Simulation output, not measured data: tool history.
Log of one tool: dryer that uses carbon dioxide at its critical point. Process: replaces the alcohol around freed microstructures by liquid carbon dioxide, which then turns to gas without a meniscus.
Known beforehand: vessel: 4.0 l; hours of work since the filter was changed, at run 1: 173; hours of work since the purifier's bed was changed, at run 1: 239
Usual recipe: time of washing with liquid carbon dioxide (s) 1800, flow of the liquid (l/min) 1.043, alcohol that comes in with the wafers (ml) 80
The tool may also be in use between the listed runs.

run,hour,time of washing with liquid carbon dioxide (s),flow of the liquid (l/min),alcohol that comes in with the wafers (ml),hours of work since the filter was changed,hours of work since the purifier's bed was changed,alcohol left in the vessel before it's heated (ppm by volume)
1,0,1800,1.043,80,173,239,75
2,18,1800,1.043,80,179,245,80
3,28.8,1800,1.043,80,183,249,75
4,51.3,1800,1.043,80,190,256,83
5,61.4,1800,1.043,80,194,260,78
6,78.9,1800,1.043,80,200,266,78
7,99.6,1800,1.7,80,207,273,72
8,116.6,1800,1.7,80,212,278,75
9,134.9,1800,1.7,80,219,285,65
10,157,1800,1.7,80,226,292,72
11,179.1,1800,1.7,80,234,300,58
12,195.2,1440,1.7,100,239,305,68
13,209.2,1440,1.53,58,244,310,77
14,219.8,1440,1.53,58,248,314,78
15,235.3,2820,0.72,58,253,319,89
16,255.5,2820,0.72,58,260,326,80
17,273.4,2820,0.72,58,266,332,79
18,287.6,2820,0.72,69,271,337,97
19,303.1,2340,0.97,116,276,342,78
20,322.1,2340,0.97,116,282,348,83
21,343.8,1800,0.81,44,290,356,142

Predict each of these 4 candidate next runs independently; none follows another, all start after run 21:
A,354.3,1800,0.96,80,293,359,?
B,354.3,2280,0.81,38,293,359,?
C,354.3,1800,1.6,80,293,359,?
D,354.3,1800,1.043,89,293,359,?

run,alcohol left in the vessel before it's heated (ppm by volume)
A,127
B,85
C,84
D,112
Without the tool's unlogged condition, the same runs would have read:
run,alcohol left in the vessel before it's heated (ppm by volume)
A,44
B,7
C,10
D,32

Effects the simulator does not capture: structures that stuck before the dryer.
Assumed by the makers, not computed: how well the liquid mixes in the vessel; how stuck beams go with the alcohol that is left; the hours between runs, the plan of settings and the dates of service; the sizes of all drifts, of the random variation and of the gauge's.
